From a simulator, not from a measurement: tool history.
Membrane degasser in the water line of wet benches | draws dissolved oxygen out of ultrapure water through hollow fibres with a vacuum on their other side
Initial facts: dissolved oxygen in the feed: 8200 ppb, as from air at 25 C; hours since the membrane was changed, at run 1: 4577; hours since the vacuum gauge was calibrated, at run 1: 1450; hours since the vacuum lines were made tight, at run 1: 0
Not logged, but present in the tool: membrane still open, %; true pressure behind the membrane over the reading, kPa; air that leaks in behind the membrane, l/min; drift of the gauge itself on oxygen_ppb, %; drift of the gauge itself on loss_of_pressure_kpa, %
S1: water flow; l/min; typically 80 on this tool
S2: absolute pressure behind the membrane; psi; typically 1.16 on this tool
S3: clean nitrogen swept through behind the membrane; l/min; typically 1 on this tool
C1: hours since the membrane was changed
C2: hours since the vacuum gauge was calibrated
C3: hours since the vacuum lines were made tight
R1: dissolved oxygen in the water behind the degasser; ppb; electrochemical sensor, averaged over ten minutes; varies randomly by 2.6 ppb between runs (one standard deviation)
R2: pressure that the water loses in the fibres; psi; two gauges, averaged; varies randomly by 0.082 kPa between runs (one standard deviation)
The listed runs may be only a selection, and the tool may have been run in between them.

run 1 hour=0 | S1=80 S2=1.16 S3=1 | C1=4577 C2=1450 C3=0 | R1=716.6 R2=4.743
run 2 hour=269.4 | S1=80 S2=1.16 S3=1 | C1=4846 C2=1720 C3=269 | R1=717.6 R2=4.741
run 3 hour=397.6 | S1=80 S2=1.16 S3=1 | C1=4975 C2=1848 C3=398 | R1=721 R2=4.762
run 4 hour=645.8 | S1=80 S2=0.811 S3=1 | C1=5223 C2=2096 C3=646 | R1=434.2 R2=4.782
run 5 hour=890.4 | S1=80 S2=1.16 S3=1 | C1=5467 C2=2341 C3=890 | R1=728.4 R2=4.762
run 6 hour=1016 | S1=80 S2=1.16 S3=1 | C1=5593 C2=2466 C3=1016 | R1=726.9 R2=4.764
run 7 hour=1277.5 | S1=80 S2=1.16 S3=1 | C1=5855 C2=2728 C3=1277 | R1=729.7 R2=4.776
run 8 hour=1535.8 | S1=80 S2=1.16 S3=1 | C1=6113 C2=2986 C3=1536 | R1=730.5 R2=4.778
run 9 hour=1693.2 | S1=75 S2=1.16 S3=1 | C1=6270 C2=3144 C3=1693 | R1=686.3 R2=4.469
-- hour=1715.2 vacuum gauge calibrated
run 10 hour=1843.6 | S1=80 S2=1.16 S3=1 | C1=6420 C2=128 C3=1843 | R1=737.7 R2=4.778
run 11 hour=2006.2 | S1=80 S2=1.16 S3=1 | C1=6583 C2=291 C3=2006 | R1=732.7 R2=4.77
run 12 hour=2204.8 | S1=80 S2=1.273 S3=1 | C1=6781 C2=490 C3=2204 | R1=826.8 R2=4.793
run 13 hour=2366.2 | S1=83 S2=1.16 S3=1 | C1=6943 C2=651 C3=2366 | R1=762.9 R2=4.954
run 14 hour=2539 | S1=80 S2=1.16 S3=1 | C1=7116 C2=824 C3=2539 | R1=739.2 R2=4.776
run 15 hour=2659.8 | S1=80 S2=1.16 S3=2.17 | C1=7236 C2=945 C3=2659 | R1=472.7 R2=4.793
run 16 hour=2854 | S1=80 S2=1.16 S3=2.17 | C1=7431 C2=1139 C3=2853 | R1=476.1 R2=4.809
run 17 hour=3004.7 | S1=63 S2=0.848 S3=2.21 | C1=7581 C2=1290 C3=3004 | R1=225.7 R2=3.804
run 18 hour=3155.8 | S1=63 S2=0.848 S3=2.21 | C1=7732 C2=1441 C3=3155 | R1=227.7 R2=3.772
-- hour=3266 vacuum gauge calibrated, once more
run 19 hour=3344.2 | S1=80 S2=2.028 S3=1 | C1=7920 C2=78 C3=3343 | R1=1369.3 R2=4.804
run 20 hour=3618.9 | S1=62 S2=1.16 S3=0.73 | C1=8195 C2=353 C3=3618 | R1=684 R2=3.729
run 21 hour=3838.7 | S1=56 S2=1.334 S3=0.73 | C1=8415 C2=573 C3=3838 | R1=766.1 R2=3.353
run 22 hour=4029.5 | S1=94 S2=0.927 S3=0.59 | C1=8606 C2=763 C3=4028 | R1=784.4 R2=5.641
run 23 hour=4286.7 | S1=94 S2=0.927 S3=0.59 | C1=8863 C2=1021 C3=4286 | R1=785.2 R2=5.668
run 24 hour=4546.9 | S1=80 S2=1.421 S3=2.76 | C1=9123 C2=1281 C3=4546 | R1=505.3 R2=4.82
run 25 hour=4829.4 | S1=80 S2=1.421 S3=2.76 | C1=9405 C2=1563 C3=4828 | R1=509 R2=4.798
run 26 hour=5027.7 | S1=80 S2=1.421 S3=2.76 | C1=9604 C2=1762 C3=5027 | R1=507.2 R2=4.815
run 27 hour=5226.1 | S1=118 S2=2.55 S3=2.45 | C1=9802 C2=1960 C3=5225 | R1=1436.2 R2=7.127
run 28 hour=5443.5 | S1=112 S2=0.963 S3=0.58 | C1=10020 C2=2177 C3=5442 | R1=999.3 R2=6.77
run 29 hour=5619.4 | S1=49 S2=2.751 S3=0.43 | C1=10195 C2=2353 C3=5618 | R1=2180.1 R2=2.941
run 30 hour=5864 | S1=57 S2=1.3 S3=1.47 | C1=10440 C2=2598 C3=5863 | R1=479.1 R2=3.453
run 31 hour=5982.9 | S1=58 S2=1.3 S3=1.17 | C1=10559 C2=2717 C3=5982 | R1=570.4 R2=3.495

Forecast each of these 4 alternatives for the next run:
run A hour=6264 | S1=125 S2=1.16 S3=1 | C1=10840 C2=2998 C3=6263 | R1=? R2=?
run B hour=6264 | S1=67 S2=1.246 S3=1.24 | C1=10840 C2=2998 C3=6263 | R1=? R2=?
run C hour=6264 | S1=81 S2=2.283 S3=2.66 | C1=10840 C2=2998 C3=6263 | R1=? R2=?
run D hour=6264 | S1=127 S2=2.292 S3=0.48 | C1=10840 C2=2998 C3=6263 | R1=? R2=?

run=A R1=1143.1 R2=7.568
run=B R1=594.2 R2=4.061
run=C R1=861.3 R2=4.904
run=D R1=2867.8 R2=7.677
Without the tool's unlogged condition, the same runs would have read:
run=A R1=1090.8 R2=7.345
run=B R1=569.9 R2=3.942
run=C R1=837.2 R2=4.759
run=D R1=2838.7 R2=7.449

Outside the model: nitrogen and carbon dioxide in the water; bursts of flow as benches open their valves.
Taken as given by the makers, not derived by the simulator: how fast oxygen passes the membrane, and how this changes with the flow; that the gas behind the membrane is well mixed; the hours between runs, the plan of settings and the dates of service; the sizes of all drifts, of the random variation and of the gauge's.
